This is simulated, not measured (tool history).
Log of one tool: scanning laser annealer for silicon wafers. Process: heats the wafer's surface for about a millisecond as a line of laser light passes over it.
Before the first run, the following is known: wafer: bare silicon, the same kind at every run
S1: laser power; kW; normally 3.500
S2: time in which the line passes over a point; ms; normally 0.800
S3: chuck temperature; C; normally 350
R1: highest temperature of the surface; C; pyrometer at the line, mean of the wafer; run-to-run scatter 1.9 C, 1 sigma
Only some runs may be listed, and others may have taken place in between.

run   hour     S1     S2   S3    R1
  1    0.0  3.500  0.800  350  1142
  2    5.9  3.500  0.800  350  1140
  3   12.3  3.500  0.800  350  1139
  4   20.7  3.500  0.800  350  1143
  5   32.1  3.500  0.800  319  1110
  6   39.4  3.500  0.800  319  1108
      50.4  -- window over the wafer cleaned
  7   52.3  3.153  0.800  319  1012
  8   62.0  3.153  0.800  372  1059
  9   71.4  3.153  0.800  372  1066
 10   77.2  3.153  0.800  372  1063
 11   84.2  3.239  0.800  347  1065
 12   91.0  3.396  0.634  335  1003
 13  102.9  3.188  0.754  364  1045
 14  111.1  3.802  0.709  352  1175
 15  117.7  3.846  0.994  374  1380
 16  124.9  3.434  0.670  384  1081
 17  133.4  3.521  0.670  315  1037
 18  144.8  3.617  0.595  339  1036

Each row is a separate what-if for the run after 18, all from the same tool condition, not one after another. Results?
  A  154.6  3.809  0.800  326   ?
  B  154.6  3.004  0.673  333   ?
  C  154.6  3.762  0.739  350   ?
  D  154.6  3.617  0.595  357   ?

run    R1
  A  1206
  B   927
  C  1179
  D  1056
Stripped of hidden state, with their random variation kept, the same runs would have yielded:
run    R1
  A  1206
  B   927
  C  1179
  D  1056
